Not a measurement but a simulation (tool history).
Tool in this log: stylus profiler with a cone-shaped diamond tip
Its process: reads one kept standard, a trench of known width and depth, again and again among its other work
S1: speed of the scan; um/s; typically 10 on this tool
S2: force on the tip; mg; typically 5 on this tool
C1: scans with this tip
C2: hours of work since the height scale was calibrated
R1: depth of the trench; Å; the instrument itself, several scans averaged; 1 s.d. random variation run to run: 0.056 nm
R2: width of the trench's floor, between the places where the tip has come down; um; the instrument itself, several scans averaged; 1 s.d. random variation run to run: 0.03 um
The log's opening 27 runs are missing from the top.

run 28 hour=757.8 | S1=4 S2=2.9 | C1=3387 C2=451 | R1=1016.2 R2=28.27
-- hour=761.3 height scale calibrated on a step standard
run 29 hour=776.4 | S1=28 S2=1.68 | C1=3462 C2=8 | R1=1012.6 R2=28.19
run 30 hour=795 | S1=5 S2=2.44 | C1=3539 C2=18 | R1=1014.5 R2=28.3
run 31 hour=824.9 | S1=5 S2=2.44 | C1=3661 C2=35 | R1=1015.7 R2=28.25
run 32 hour=851 | S1=5 S2=2.44 | C1=3769 C2=49 | R1=1015.3 R2=28.26
run 33 hour=885.1 | S1=8 S2=9.83 | C1=3909 C2=68 | R1=1032.4 R2=28.28
run 34 hour=908.5 | S1=18 S2=9.83 | C1=4005 C2=81 | R1=1034.5 R2=28.25
-- hour=930.8 height scale calibrated on a step standard, once more
run 35 hour=941.2 | S1=3 S2=14.99 | C1=4138 C2=6 | R1=1041.1 R2=28.24

Run 36 comes next. What will it give?
run 36 hour=960.2 | S1=8 S2=2.72 | C1=4216 C2=16 | R1=? R2=?

R1: 1012.8 Å
R2: 28.26 um
The same run, on a tool lacking any hidden state, would have yielded R1 1012.7 Å, R2 28.59 um.
